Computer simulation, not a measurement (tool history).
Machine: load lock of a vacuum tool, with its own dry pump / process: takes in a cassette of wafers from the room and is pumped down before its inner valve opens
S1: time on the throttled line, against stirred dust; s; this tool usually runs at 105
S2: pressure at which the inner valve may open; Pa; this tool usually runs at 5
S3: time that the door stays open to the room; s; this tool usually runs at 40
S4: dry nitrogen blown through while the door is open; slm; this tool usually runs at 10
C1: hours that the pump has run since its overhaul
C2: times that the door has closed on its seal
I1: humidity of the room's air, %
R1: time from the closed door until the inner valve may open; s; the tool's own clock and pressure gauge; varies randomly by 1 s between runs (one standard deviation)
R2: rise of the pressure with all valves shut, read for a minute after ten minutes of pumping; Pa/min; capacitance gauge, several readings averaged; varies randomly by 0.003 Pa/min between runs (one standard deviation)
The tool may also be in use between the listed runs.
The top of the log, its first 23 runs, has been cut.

run,hour,S1,S2,S3,S4,C1,C2,I1,R1,R2
24,11735.1,161,4,40,9,3577,59096,45.6,218.7,0.613
25,12321,161,4,40,9,4163,60093,43.5,218.4,0.626
26,12905.9,105,8,46,10,4748,61088,47.2,166.9,0.649
27,13275.6,85,7,80,5,5118,61717,44.4,151.4,0.675
28,13849.4,85,7,80,5,5692,62693,43.6,152.9,0.702
29,14183.1,147,7,101,17,6025,63260,44.8,203.6,0.695
30,14856.8,147,7,101,17,6699,64406,43.3,204.1,0.717
31,15486.7,105,8,40,10,7329,65478,44.8,169.1,0.724
# hour 15764.3: door's seal changed, seat wiped
32,16028.3,105,8,40,10,7869,449,44.7,167.8,0.028
33,16502.8,96,5,63,8,8344,1256,43.3,165.7,0.04
34,17159.6,90,5,231,8,9000,2373,49.5,161.7,0.101

Forecast each of these 4 alternatives for the next run:
A,17748.7,115,5,37,8,9589,3376,45.3,?,?
B,17748.7,71,8,231,8,9589,3376,46.4,?,?
C,17748.7,58,5,141,10,9589,3376,41.5,?,?
D,17748.7,121,5,40,44,9589,3376,44.7,?,?

run,R1,R2
A,183.8,0.04
B,141.9,0.099
C,138.5,0.068
D,188.6,0.023
With the hidden condition removed and each run's random variation left untouched, the same runs would have given:
run,R1,R2
A,175.7,0.028
B,133.2,0.088
C,128.9,0.056
D,180.5,0.011

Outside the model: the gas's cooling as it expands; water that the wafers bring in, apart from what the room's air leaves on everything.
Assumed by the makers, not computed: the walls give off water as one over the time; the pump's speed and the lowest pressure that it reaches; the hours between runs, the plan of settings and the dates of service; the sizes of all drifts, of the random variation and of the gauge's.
